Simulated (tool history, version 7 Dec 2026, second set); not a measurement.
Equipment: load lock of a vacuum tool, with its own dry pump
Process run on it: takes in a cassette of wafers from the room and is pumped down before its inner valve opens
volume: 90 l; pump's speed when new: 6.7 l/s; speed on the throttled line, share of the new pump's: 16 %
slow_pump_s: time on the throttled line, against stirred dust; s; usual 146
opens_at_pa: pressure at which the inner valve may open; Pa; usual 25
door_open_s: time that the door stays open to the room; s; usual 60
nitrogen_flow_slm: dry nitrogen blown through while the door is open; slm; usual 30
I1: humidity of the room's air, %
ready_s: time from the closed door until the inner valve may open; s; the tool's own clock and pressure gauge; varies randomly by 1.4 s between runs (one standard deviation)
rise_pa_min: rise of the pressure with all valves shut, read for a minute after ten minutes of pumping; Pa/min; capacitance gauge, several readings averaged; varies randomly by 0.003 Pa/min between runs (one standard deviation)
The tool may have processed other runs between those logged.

run 1 day=0.000 | slow_pump_s=146 opens_at_pa=25 door_open_s=60 nitrogen_flow_slm=30 | I1=44.6 | ready_s=236.2 rise_pa_min=0.003
run 2 day=5.904 | slow_pump_s=146 opens_at_pa=25 door_open_s=60 nitrogen_flow_slm=30 | I1=46.8 | ready_s=238.0 rise_pa_min=0.006
run 3 day=15.071 | slow_pump_s=146 opens_at_pa=25 door_open_s=60 nitrogen_flow_slm=30 | I1=45.6 | ready_s=239.0 rise_pa_min=0.006
run 4 day=19.888 | slow_pump_s=146 opens_at_pa=25 door_open_s=60 nitrogen_flow_slm=30 | I1=49.4 | ready_s=240.0 rise_pa_min=0.016
run 5 day=26.575 | slow_pump_s=146 opens_at_pa=25 door_open_s=60 nitrogen_flow_slm=30 | I1=46.4 | ready_s=240.6 rise_pa_min=0.012
run 6 day=35.367 | slow_pump_s=146 opens_at_pa=25 door_open_s=60 nitrogen_flow_slm=30 | I1=45.8 | ready_s=235.7 rise_pa_min=0.013
run 7 day=41.038 | slow_pump_s=146 opens_at_pa=25 door_open_s=60 nitrogen_flow_slm=30 | I1=40.6 | ready_s=240.1 rise_pa_min=0.012
run 8 day=51.771 | slow_pump_s=146 opens_at_pa=43 door_open_s=60 nitrogen_flow_slm=30 | I1=45.1 | ready_s=230.1 rise_pa_min=0.010
run 9 day=56.825 | slow_pump_s=146 opens_at_pa=43 door_open_s=60 nitrogen_flow_slm=30 | I1=43.3 | ready_s=230.3 rise_pa_min=0.012
run 10 day=64.904 | slow_pump_s=146 opens_at_pa=25 door_open_s=60 nitrogen_flow_slm=30 | I1=44.6 | ready_s=239.4 rise_pa_min=0.014
run 11 day=74.875 | slow_pump_s=146 opens_at_pa=25 door_open_s=60 nitrogen_flow_slm=30 | I1=47.7 | ready_s=239.4 rise_pa_min=0.022
run 12 day=82.471 | slow_pump_s=128 opens_at_pa=25 door_open_s=60 nitrogen_flow_slm=30 | I1=44.9 | ready_s=225.5 rise_pa_min=0.014
run 13 day=90.283 | slow_pump_s=128 opens_at_pa=25 door_open_s=60 nitrogen_flow_slm=30 | I1=43.4 | ready_s=223.0 rise_pa_min=0.014
run 14 day=100.125 | slow_pump_s=146 opens_at_pa=25 door_open_s=60 nitrogen_flow_slm=30 | I1=48.6 | ready_s=242.3 rise_pa_min=0.019
run 15 day=106.979 | slow_pump_s=146 opens_at_pa=25 door_open_s=60 nitrogen_flow_slm=30 | I1=45.7 | ready_s=243.5 rise_pa_min=0.012
run 16 day=114.042 | slow_pump_s=146 opens_at_pa=25 door_open_s=60 nitrogen_flow_slm=30 | I1=44.8 | ready_s=239.3 rise_pa_min=0.023
run 17 day=120.712 | slow_pump_s=146 opens_at_pa=25 door_open_s=60 nitrogen_flow_slm=30 | I1=44.3 | ready_s=240.7 rise_pa_min=0.015
run 18 day=125.646 | slow_pump_s=146 opens_at_pa=25 door_open_s=60 nitrogen_flow_slm=30 | I1=46.9 | ready_s=240.8 rise_pa_min=0.023
run 19 day=133.858 | slow_pump_s=146 opens_at_pa=25 door_open_s=28 nitrogen_flow_slm=30 | I1=44.9 | ready_s=240.4 rise_pa_min=0.013
run 20 day=139.804 | slow_pump_s=90 opens_at_pa=36 door_open_s=28 nitrogen_flow_slm=12 | I1=46.4 | ready_s=189.8 rise_pa_min=0.023
run 21 day=146.396 | slow_pump_s=107 opens_at_pa=46 door_open_s=48 nitrogen_flow_slm=6 | I1=43.0 | ready_s=197.7 rise_pa_min=0.027
run 22 day=156.638 | slow_pump_s=146 opens_at_pa=25 door_open_s=44 nitrogen_flow_slm=30 | I1=48.1 | ready_s=242.4 rise_pa_min=0.025
run 23 day=165.642 | slow_pump_s=146 opens_at_pa=25 door_open_s=34 nitrogen_flow_slm=30 | I1=43.6 | ready_s=241.7 rise_pa_min=0.028
run 24 day=172.646 | slow_pump_s=144 opens_at_pa=21 door_open_s=60 nitrogen_flow_slm=22 | I1=44.0 | ready_s=241.7 rise_pa_min=0.028
run 25 day=176.992 | slow_pump_s=146 opens_at_pa=21 door_open_s=60 nitrogen_flow_slm=22 | I1=39.4 | ready_s=245.7 rise_pa_min=0.030
run 26 day=182.258 | slow_pump_s=89 opens_at_pa=18 door_open_s=29 nitrogen_flow_slm=30 | I1=46.1 | ready_s=199.2 rise_pa_min=0.029
run 27 day=191.279 | slow_pump_s=204 opens_at_pa=44 door_open_s=29 nitrogen_flow_slm=30 | I1=44.2 | ready_s=278.9 rise_pa_min=0.029
run 28 day=195.838 | slow_pump_s=158 opens_at_pa=25 door_open_s=98 nitrogen_flow_slm=26 | I1=43.1 | ready_s=252.7 rise_pa_min=0.035
run 29 day=204.738 | slow_pump_s=158 opens_at_pa=41 door_open_s=98 nitrogen_flow_slm=21 | I1=44.2 | ready_s=243.3 rise_pa_min=0.037
run 30 day=210.829 | slow_pump_s=149 opens_at_pa=25 door_open_s=60 nitrogen_flow_slm=31 | I1=46.6 | ready_s=244.1 rise_pa_min=0.033
run 31 day=218.925 | slow_pump_s=149 opens_at_pa=22 door_open_s=60 nitrogen_flow_slm=23 | I1=45.0 | ready_s=246.7 rise_pa_min=0.036
run 32 day=229.092 | slow_pump_s=149 opens_at_pa=22 door_open_s=60 nitrogen_flow_slm=23 | I1=46.2 | ready_s=248.2 rise_pa_min=0.034
run 33 day=237.575 | slow_pump_s=146 opens_at_pa=49 door_open_s=135 nitrogen_flow_slm=30 | I1=48.4 | ready_s=231.1 rise_pa_min=0.042
run 34 day=243.008 | slow_pump_s=146 opens_at_pa=49 door_open_s=208 nitrogen_flow_slm=30 | I1=49.2 | ready_s=232.7 rise_pa_min=0.041
run 35 day=247.525 | slow_pump_s=146 opens_at_pa=49 door_open_s=208 nitrogen_flow_slm=30 | I1=46.7 | ready_s=233.8 rise_pa_min=0.043
run 36 day=258.254 | slow_pump_s=146 opens_at_pa=49 door_open_s=208 nitrogen_flow_slm=30 | I1=45.9 | ready_s=235.2 rise_pa_min=0.050

Here are 4 independent what-if runs from the current tool condition. What would each one return?
run A day=268.521 | slow_pump_s=146 opens_at_pa=49 door_open_s=208 nitrogen_flow_slm=18 | I1=46.6 | ready_s=? rise_pa_min=?
run B day=268.521 | slow_pump_s=100 opens_at_pa=19 door_open_s=41 nitrogen_flow_slm=30 | I1=47.9 | ready_s=? rise_pa_min=?
run C day=268.521 | slow_pump_s=89 opens_at_pa=20 door_open_s=132 nitrogen_flow_slm=30 | I1=44.0 | ready_s=? rise_pa_min=?
run D day=268.521 | slow_pump_s=146 opens_at_pa=45 door_open_s=208 nitrogen_flow_slm=22 | I1=46.7 | ready_s=? rise_pa_min=?

run=A ready_s=232.9 rise_pa_min=0.054
run=B ready_s=208.6 rise_pa_min=0.040
run=C ready_s=199.5 rise_pa_min=0.040
run=D ready_s=237.7 rise_pa_min=0.052
What these runs would have given with no unlogged condition in the tool:
run=A ready_s=224.8 rise_pa_min=0.013
run=B ready_s=198.5 rise_pa_min=0.000
run=C ready_s=189.2 rise_pa_min=0.000
run=D ready_s=229.4 rise_pa_min=0.012
